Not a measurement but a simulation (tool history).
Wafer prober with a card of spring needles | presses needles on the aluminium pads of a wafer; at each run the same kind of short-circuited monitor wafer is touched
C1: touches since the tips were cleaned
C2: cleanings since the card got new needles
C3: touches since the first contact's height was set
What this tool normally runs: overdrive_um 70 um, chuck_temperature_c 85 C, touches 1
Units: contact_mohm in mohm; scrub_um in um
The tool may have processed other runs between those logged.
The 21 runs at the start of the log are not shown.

{"day": 39.0, "done": "tips cleaned on abrasive film"}
{"run": 22, "day": 39.517, "overdrive_um": 55, "chuck_temperature_c": 85, "touches": 1, "C1": 2798, "C2": 48, "C3": 13146, "contact_mohm": 371, "scrub_um": 11.78}
{"day": 40.529, "done": "tips cleaned on abrasive film"}
{"day": 41.933, "done": "tips cleaned on abrasive film"}
{"run": 23, "day": 41.933, "overdrive_um": 87, "chuck_temperature_c": 85, "touches": 1, "C1": 0, "C2": 50, "C3": 26151, "contact_mohm": 256, "scrub_um": 18.59}
{"day": 43.371, "done": "tips cleaned on abrasive film"}
{"run": 24, "day": 43.925, "overdrive_um": 87, "chuck_temperature_c": 85, "touches": 1, "C1": 2994, "C2": 51, "C3": 36899, "contact_mohm": 305, "scrub_um": 18.57}
{"day": 44.833, "done": "tips cleaned on abrasive film"}
{"run": 25, "day": 45.979, "overdrive_um": 81, "chuck_temperature_c": 99, "touches": 1, "C1": 6211, "C2": 52, "C3": 47986, "contact_mohm": 335, "scrub_um": 17.25}
{"day": 46.358, "done": "tips cleaned on abrasive film"}
{"run": 26, "day": 47.546, "overdrive_um": 77, "chuck_temperature_c": 38, "touches": 1, "C1": 6420, "C2": 53, "C3": 56429, "contact_mohm": 330, "scrub_um": 16.43}
{"day": 47.796, "done": "tips cleaned on abrasive film"}
{"day": 49.175, "done": "tips cleaned on abrasive film"}
{"run": 27, "day": 49.421, "overdrive_um": 83, "chuck_temperature_c": 48, "touches": 1, "C1": 1338, "C2": 55, "C3": 66517, "contact_mohm": 277, "scrub_um": 17.72}
{"day": 50.533, "done": "tips cleaned on abrasive film"}
{"run": 28, "day": 51.775, "overdrive_um": 83, "chuck_temperature_c": 48, "touches": 1, "C1": 6696, "C2": 56, "C3": 79205, "contact_mohm": 324, "scrub_um": 17.71}
{"day": 51.967, "done": "tips cleaned on abrasive film"}
{"run": 29, "day": 53.108, "overdrive_um": 55, "chuck_temperature_c": 48, "touches": 1, "C1": 6163, "C2": 57, "C3": 86397, "contact_mohm": 412, "scrub_um": 11.66}
{"day": 53.35, "done": "tips cleaned on abrasive film"}
{"day": 54.754, "done": "tips cleaned on abrasive film"}
{"run": 30, "day": 55.496, "overdrive_um": 55, "chuck_temperature_c": 35, "touches": 2, "C1": 4010, "C2": 59, "C3": 99259, "contact_mohm": 336, "scrub_um": 11.59}
{"day": 56.117, "done": "tips cleaned on abrasive film"}
{"run": 31, "day": 56.929, "overdrive_um": 55, "chuck_temperature_c": 35, "touches": 2, "C1": 4412, "C2": 60, "C3": 106995, "contact_mohm": 335, "scrub_um": 11.59}

Below are 3 alternative next runs, each starting from the tool's condition after run 31. Predict each:
{"day": 57.617, "done": "tips cleaned on abrasive film"}
{"day": 59.033, "done": "tips cleaned on abrasive film"}
{"run": "A", "day": 59.462, "overdrive_um": 55, "chuck_temperature_c": 68, "touches": 2, "C1": 2324, "C2": 62, "C3": 120628, "contact_mohm": "?", "scrub_um": "?"}
{"day": 57.617, "done": "tips cleaned on abrasive film"}
{"day": 59.033, "done": "tips cleaned on abrasive film"}
{"run": "B", "day": 59.462, "overdrive_um": 67, "chuck_temperature_c": 35, "touches": 2, "C1": 2324, "C2": 62, "C3": 120628, "contact_mohm": "?", "scrub_um": "?"}
{"day": 57.617, "done": "tips cleaned on abrasive film"}
{"day": 59.033, "done": "tips cleaned on abrasive film"}
{"run": "C", "day": 59.462, "overdrive_um": 76, "chuck_temperature_c": 59, "touches": 2, "C1": 2324, "C2": 62, "C3": 120628, "contact_mohm": "?", "scrub_um": "?"}

run=A contact_mohm=327 scrub_um=11.58
run=B contact_mohm=293 scrub_um=14.13
run=C contact_mohm=293 scrub_um=16.1
Stripped of hidden state, with their random variation kept, the same runs would have yielded:
run=A contact_mohm=251 scrub_um=11.88
run=B contact_mohm=237 scrub_um=14.44
run=C contact_mohm=249 scrub_um=16.41
